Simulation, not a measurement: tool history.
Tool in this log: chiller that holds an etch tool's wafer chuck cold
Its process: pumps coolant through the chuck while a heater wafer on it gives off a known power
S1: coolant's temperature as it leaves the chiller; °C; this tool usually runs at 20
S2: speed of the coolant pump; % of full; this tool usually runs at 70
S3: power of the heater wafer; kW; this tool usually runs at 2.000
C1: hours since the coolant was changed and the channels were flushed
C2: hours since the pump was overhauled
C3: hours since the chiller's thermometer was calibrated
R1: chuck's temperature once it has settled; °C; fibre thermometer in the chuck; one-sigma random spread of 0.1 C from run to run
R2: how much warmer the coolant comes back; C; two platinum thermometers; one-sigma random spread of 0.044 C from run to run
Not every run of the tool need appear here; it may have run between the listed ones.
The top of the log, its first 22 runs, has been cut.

run 23 hour=2171.4 | S1=15 S2=70 S3=2.000 | C1=3159 C2=5272 C3=1858 | R1=37.9 R2=10.49
run 24 hour=2278.2 | S1=14 S2=60 S3=1.071 | C1=3265 C2=5379 C3=1965 | R1=27.7 R2=6.47
run 25 hour=2372.7 | S1=14 S2=63 S3=1.036 | C1=3360 C2=5473 C3=2059 | R1=26.7 R2=5.94
run 26 hour=2501.8 | S1=14 S2=64 S3=1.036 | C1=3489 C2=5602 C3=2188 | R1=26.6 R2=5.80
run 27 hour=2619.5 | S1=21 S2=64 S3=2.404 | C1=3607 C2=5720 C3=2306 | R1=50.3 R2=13.82
run 28 hour=2706.3 | S1=21 S2=64 S3=2.404 | C1=3693 C2=5807 C3=2393 | R1=50.5 R2=13.75
run 29 hour=2771.3 | S1=21 S2=64 S3=2.404 | C1=3758 C2=5872 C3=2458 | R1=50.3 R2=13.76
run 30 hour=2840.6 | S1=15 S2=70 S3=1.730 | C1=3828 C2=5941 C3=2527 | R1=34.9 R2=8.91
-- hour=2859.4 gauge calibrated
run 31 hour=2948.6 | S1=15 S2=70 S3=1.730 | C1=3936 C2=6049 C3=2635 | R1=35.0 R2=9.20
run 32 hour=3041.9 | S1=28 S2=81 S3=1.692 | C1=4029 C2=6142 C3=2728 | R1=45.5 R2=7.76

Predict each of these 4 candidate next runs independently; none follows another, all start after run 32:
run A hour=3122.8 | S1=28 S2=64 S3=1.135 | C1=4110 C2=6223 C3=2809 | R1=? R2=?
run B hour=3122.8 | S1=24 S2=70 S3=2.000 | C1=4110 C2=6223 C3=2809 | R1=? R2=?
run C hour=3122.8 | S1=20 S2=70 S3=1.464 | C1=4110 C2=6223 C3=2809 | R1=? R2=?
run D hour=3122.8 | S1=25 S2=83 S3=1.050 | C1=4110 C2=6223 C3=2809 | R1=? R2=?

run=A R1=41.8 R2=6.58
run=B R1=47.0 R2=10.64
run=C R1=36.7 R2=7.79
run=D R1=35.7 R2=4.68
Stripped of hidden state, with their random variation kept, the same runs would have yielded:
run=A R1=41.8 R2=6.59
run=B R1=47.0 R2=10.66
run=C R1=36.7 R2=7.81
run=D R1=35.7 R2=4.70

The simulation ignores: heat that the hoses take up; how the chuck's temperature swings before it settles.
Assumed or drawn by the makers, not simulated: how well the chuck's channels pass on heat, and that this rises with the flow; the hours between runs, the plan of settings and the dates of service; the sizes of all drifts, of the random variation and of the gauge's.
